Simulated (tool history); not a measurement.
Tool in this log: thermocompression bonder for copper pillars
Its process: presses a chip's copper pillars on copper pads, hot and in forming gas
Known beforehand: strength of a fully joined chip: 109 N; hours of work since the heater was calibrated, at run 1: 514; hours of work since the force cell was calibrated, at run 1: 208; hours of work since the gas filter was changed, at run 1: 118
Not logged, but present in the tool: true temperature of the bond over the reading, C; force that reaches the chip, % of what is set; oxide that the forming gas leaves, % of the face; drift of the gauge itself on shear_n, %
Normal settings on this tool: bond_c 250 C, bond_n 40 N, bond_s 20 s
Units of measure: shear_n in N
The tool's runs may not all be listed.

run,hour,bond_c,bond_n,bond_s,hours of work since the heater was calibrated,hours of work since the force cell was calibrated,hours of work since the gas filter was changed,shear_n
1,0.0,250,40,20,514,208,118,62.1
2,57.7,250,40,19,549,243,153,59.4
# hour 89.8: forming gas filter changed
# hour 96.3: heater calibrated with a thermocouple chip
3,101.1,250,40,20,3,268,6,67.1
4,160.1,250,40,20,39,304,41,66.3
5,191.7,250,40,49,58,323,61,83.2
6,237.9,250,40,49,86,351,89,81.0
7,282.5,250,40,49,113,378,116,80.1
8,317.0,250,40,49,134,399,137,79.7
9,368.5,250,40,20,165,430,168,62.9
# hour 375.5: forming gas filter changed
10,398.4,250,51,20,183,448,14,79.1
11,424.1,250,51,20,199,463,30,79.5
12,455.8,250,51,20,218,483,49,78.2
13,484.8,250,51,20,235,500,66,78.0
14,512.6,250,51,20,252,517,83,77.5
15,557.2,250,51,20,279,544,110,76.8
16,601.2,250,34,20,306,571,137,54.9
17,653.7,250,40,21,338,603,169,63.1
# hour 658.5: forming gas filter changed
18,703.8,250,40,21,368,633,27,65.9
19,737.1,250,40,21,388,653,48,66.1
20,800.3,250,40,21,426,691,86,65.2
21,827.6,250,25,28,443,708,103,46.1
22,880.8,230,43,10,475,740,135,43.7
23,913.1,271,40,17,495,760,154,68.3
# hour 940.4: forming gas filter changed
24,963.2,271,40,17,525,790,14,72.7
25,999.7,250,40,23,547,812,36,67.5
# hour 1038.3: heater calibrated with a thermocouple chip
26,1055.2,221,40,20,10,844,68,50.6
27,1110.7,270,30,12,44,878,102,50.5
28,1139.0,259,30,46,61,895,119,70.1
29,1164.8,249,27,43,77,911,135,57.8
30,1211.8,239,48,11,105,939,163,55.9
# hour 1224.8: forming gas filter changed
31,1245.4,250,33,31,125,959,13,65.8
32,1278.4,250,33,31,145,980,33,64.8
33,1338.7,250,40,36,182,1016,69,77.8
34,1395.0,250,26,36,216,1050,103,53.5
35,1453.1,250,29,20,251,1085,139,46.9
36,1496.1,245,30,20,277,1112,165,46.7
# hour 1508.4: forming gas filter changed
37,1538.7,230,38,16,303,1137,18,49.6
38,1589.7,246,40,16,334,1168,49,59.1

Here are 3 independent what-if runs from the current tool condition. What would each one return?
A,1632.5,241,54,27,360,1194,75,?
B,1632.5,234,26,12,360,1194,75,?
C,1632.5,270,40,20,360,1194,75,?

run,shear_n
A,81.0
B,29.8
C,74.9
Without the tool's hidden state the same runs would have given:
run,shear_n
A,82.5
B,30.1
C,75.9
